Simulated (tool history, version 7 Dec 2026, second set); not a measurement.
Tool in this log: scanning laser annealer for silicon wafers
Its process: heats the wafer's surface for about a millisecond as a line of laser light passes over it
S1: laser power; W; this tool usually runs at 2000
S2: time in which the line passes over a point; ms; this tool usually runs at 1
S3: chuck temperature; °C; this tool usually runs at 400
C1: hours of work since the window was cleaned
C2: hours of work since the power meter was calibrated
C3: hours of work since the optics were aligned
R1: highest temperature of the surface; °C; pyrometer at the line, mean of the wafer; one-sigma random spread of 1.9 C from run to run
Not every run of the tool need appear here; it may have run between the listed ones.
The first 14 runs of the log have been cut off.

| run | day | S1 | S2 | S3 | C1 | C2 | C3 | R1 |
|---|---|---|---|---|---|---|---|---|
|  | 21.479 | window over the wafer cleaned |
| 15 | 22.8 | 2000 | 1 | 400 | 13 | 44 | 453 | 1239 |
| 16 | 24.646 | 2000 | 1 | 400 | 32 | 62 | 472 | 1237 |
| 17 | 25.871 | 2000 | 1 | 400 | 44 | 75 | 484 | 1233 |
| 18 | 27.496 | 2000 | 1 | 400 | 61 | 91 | 500 | 1236 |
| 19 | 29.504 | 2000 | 1 | 400 | 81 | 111 | 521 | 1234 |
| 20 | 31.258 | 2000 | 1 | 400 | 99 | 129 | 538 | 1230 |
|  | 31.775 | laser's power meter calibrated, once more |
| 21 | 32.804 | 2000 | 1 | 392 | 113 | 10 | 552 | 1217 |
| 22 | 34.692 | 2000 | 1 | 392 | 132 | 29 | 572 | 1217 |
| 23 | 35.954 | 1897 | 1 | 435 | 145 | 42 | 584 | 1220 |
| 24 | 36.879 | 2040 | 1.03 | 433 | 154 | 51 | 594 | 1288 |
| 25 | 37.817 | 2064 | 0.84 | 401 | 163 | 61 | 603 | 1178 |
| 26 | 39.392 | 1795 | 1 | 412 | 179 | 77 | 619 | 1148 |
| 27 | 40.796 | 1719 | 0.85 | 404 | 193 | 91 | 633 | 1052 |
| 28 | 42.775 | 1719 | 0.85 | 404 | 213 | 111 | 653 | 1055 |
| 29 | 44.692 | 1719 | 0.83 | 404 | 233 | 130 | 672 | 1039 |
| 30 | 46.375 | 1706 | 1 | 422 | 250 | 147 | 689 | 1120 |
| 31 | 48.012 | 1830 | 1 | 422 | 266 | 164 | 706 | 1173 |

Here are 4 independent what-if runs from the current tool condition. What would each one return?
| A | 50.221 | 2194 | 1.13 | 422 | 288 | 186 | 728 | ? |
| B | 50.221 | 2000 | 0.84 | 400 | 288 | 186 | 728 | ? |
| C | 50.221 | 1971 | 1.25 | 361 | 288 | 186 | 728 | ? |
| D | 50.221 | 2000 | 0.92 | 400 | 288 | 186 | 728 | ? |

| run | R1 |
|---|---|
| A | 1378 |
| B | 1144 |
| C | 1266 |
| D | 1180 |
Take away the tool's hidden state, keep each run's random variation, and the runs would have read:
| run | R1 |
|---|---|
| A | 1405 |
| B | 1165 |
| C | 1291 |
| D | 1201 |

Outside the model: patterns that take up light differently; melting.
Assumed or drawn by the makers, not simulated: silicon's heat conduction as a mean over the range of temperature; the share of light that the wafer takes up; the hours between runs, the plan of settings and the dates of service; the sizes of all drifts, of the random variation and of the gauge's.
